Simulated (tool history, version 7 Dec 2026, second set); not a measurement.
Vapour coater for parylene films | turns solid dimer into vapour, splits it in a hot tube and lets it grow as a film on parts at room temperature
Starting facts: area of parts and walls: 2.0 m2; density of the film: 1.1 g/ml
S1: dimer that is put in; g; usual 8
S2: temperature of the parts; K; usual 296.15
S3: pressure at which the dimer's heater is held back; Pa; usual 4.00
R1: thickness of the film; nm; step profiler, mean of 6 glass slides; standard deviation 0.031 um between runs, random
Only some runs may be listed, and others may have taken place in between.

run 1 day=0.000 | S1=8 S2=296.15 S3=4.00 | R1=2880
run 2 day=0.900 | S1=8 S2=296.15 S3=4.00 | R1=2910
run 3 day=1.662 | S1=8 S2=296.15 S3=4.00 | R1=2900
run 4 day=2.938 | S1=8 S2=298.15 S3=4.00 | R1=2720
run 5 day=3.838 | S1=8 S2=298.15 S3=4.00 | R1=2710
run 6 day=4.712 | S1=14 S2=296.15 S3=4.00 | R1=5090
run 7 day=5.946 | S1=8 S2=296.15 S3=6.58 | R1=2680
run 8 day=7.142 | S1=12 S2=296.15 S3=5.41 | R1=4120
run 9 day=7.767 | S1=12 S2=296.15 S3=5.41 | R1=4090
-- day=8.346 trap's valve overhauled
run 10 day=9.025 | S1=12 S2=296.15 S3=5.41 | R1=4130
run 11 day=10.367 | S1=12 S2=296.15 S3=5.41 | R1=4170
run 12 day=11.508 | S1=11 S2=293.15 S3=6.47 | R1=4080
run 13 day=12.354 | S1=11 S2=305.15 S3=6.47 | R1=2770

Predict each of these 5 candidate next runs independently; none follows another, all start after run 13:
run A day=13.433 | S1=11 S2=297.15 S3=6.47 | R1=?
run B day=13.433 | S1=3 S2=299.15 S3=6.47 | R1=?
run C day=13.433 | S1=7 S2=290.15 S3=6.47 | R1=?
run D day=13.433 | S1=3 S2=302.15 S3=7.99 | R1=?
run E day=13.433 | S1=4 S2=307.15 S3=6.47 | R1=?

run=A R1=3560
run=B R1=920
run=C R1=2840
run=D R1=790
run=E R1=910
Take away the tool's hidden state, keep each run's random variation, and the runs would have read:
run=A R1=3570
run=B R1=920
run=C R1=2850
run=D R1=790
run=E R1=910

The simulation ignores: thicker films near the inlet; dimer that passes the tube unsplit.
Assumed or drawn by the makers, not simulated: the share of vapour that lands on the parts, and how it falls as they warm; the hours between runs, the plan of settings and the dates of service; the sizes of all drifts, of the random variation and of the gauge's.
